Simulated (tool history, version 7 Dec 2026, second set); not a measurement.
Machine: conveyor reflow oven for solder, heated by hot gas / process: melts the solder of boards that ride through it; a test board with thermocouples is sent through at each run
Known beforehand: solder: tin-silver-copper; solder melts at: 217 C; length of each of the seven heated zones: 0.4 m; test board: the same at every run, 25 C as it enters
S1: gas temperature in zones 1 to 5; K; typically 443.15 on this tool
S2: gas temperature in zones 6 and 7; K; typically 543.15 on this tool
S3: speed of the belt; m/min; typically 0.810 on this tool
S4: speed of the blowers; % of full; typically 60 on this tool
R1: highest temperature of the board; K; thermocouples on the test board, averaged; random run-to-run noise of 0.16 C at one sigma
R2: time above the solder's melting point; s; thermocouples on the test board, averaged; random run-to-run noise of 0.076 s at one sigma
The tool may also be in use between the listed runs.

run,hour,S1,S2,S3,S4,R1,R2
1,0.0,443.15,543.15,0.810,60,528.95,46.47
# hour 22.3: flux residue cleaned out of gas plates and filters
2,23.9,443.15,543.15,0.810,56,527.45,45.63
3,44.4,443.15,543.15,0.810,56,527.05,45.60
4,78.4,443.15,543.15,0.810,60,527.95,45.99
# hour 90.2: flux residue cleaned out of gas plates and filters, once more
5,108.1,443.15,543.15,0.810,60,529.45,46.99
6,125.0,443.15,543.15,0.810,60,529.35,46.90
7,152.7,447.15,543.15,0.810,60,529.95,48.31
8,172.6,447.15,543.15,0.810,60,529.95,48.38
9,205.5,447.15,543.15,0.810,60,529.75,48.20
10,226.8,447.15,543.15,0.810,60,529.35,48.16
11,250.1,447.15,543.15,0.810,60,529.65,48.25
12,285.8,443.15,543.15,0.810,88,531.85,48.81
13,308.3,443.15,543.15,0.810,88,531.75,48.82
14,325.8,443.15,543.15,0.810,60,528.75,46.65
15,354.9,443.15,543.15,0.810,60,528.85,46.70
16,379.4,449.15,543.15,0.810,83,531.75,50.20
17,412.0,432.15,539.15,0.810,60,523.35,41.11
18,430.9,432.15,539.15,0.810,60,523.35,41.02
19,467.9,443.15,533.15,0.827,53,517.85,38.97
# hour 497.6: flux residue cleaned out of gas plates and filters
20,506.0,443.15,557.15,0.827,61,541.75,51.16
# hour 515.7: belt drive overhauled, speed set with a stopwatch
21,546.3,443.15,557.15,0.827,61,541.05,49.80
22,574.1,435.15,538.15,0.827,86,525.45,41.98
23,596.1,435.15,549.15,0.827,86,535.65,46.39
24,612.8,442.15,537.15,0.795,81,525.15,45.68
25,639.6,443.15,544.15,0.810,67,530.35,46.79
26,675.4,443.15,543.15,0.810,69,529.25,46.45
27,695.0,433.15,531.15,0.809,58,515.15,35.47
28,720.1,443.15,543.15,0.810,61,528.15,45.66
# hour 735.7: thermocouples of zones 6 and 7 changed
29,740.7,438.15,554.15,0.777,52,539.55,51.49

For each run, the measured value with the value that run would have given without the tool's hidden condition subtracted. The run-to-run variation is shared by both, the gauge scatter possibly not:
The tool's hidden condition here consists of: heat that the gas passes to the board, % of a clean oven's; belt's true speed, % of the reading; true gas temperature in zones 6 and 7 over the reading, C; drift of the gauge itself on peak_c, C; drift of the gauge itself on liquid_s, %.
run,R1,R2
1,-1.90,-0.31
2,-2.60,-0.79
3,-2.50,-0.83
4,-2.80,-0.87
5,-1.10,+0.25
6,-1.20,+0.23
7,-1.30,+0.22
8,-1.30,+0.20
9,-1.40,+0.16
10,-1.50,+0.14
11,-1.60,+0.10
12,-1.70,+0.08
13,-1.90,+0.05
14,-1.80,-0.05
15,-1.80,-0.09
16,-2.00,+0.03
17,-2.00,-0.48
18,-2.10,-0.51
19,-2.10,-0.72
20,-1.40,+0.47
21,-2.10,-0.76
22,-2.20,-1.15
23,-2.30,-0.93
24,-2.30,-1.18
25,-2.40,-1.08
26,-2.50,-1.15
27,-2.50,-1.87
28,-2.60,-1.26
29,-0.60,-0.23
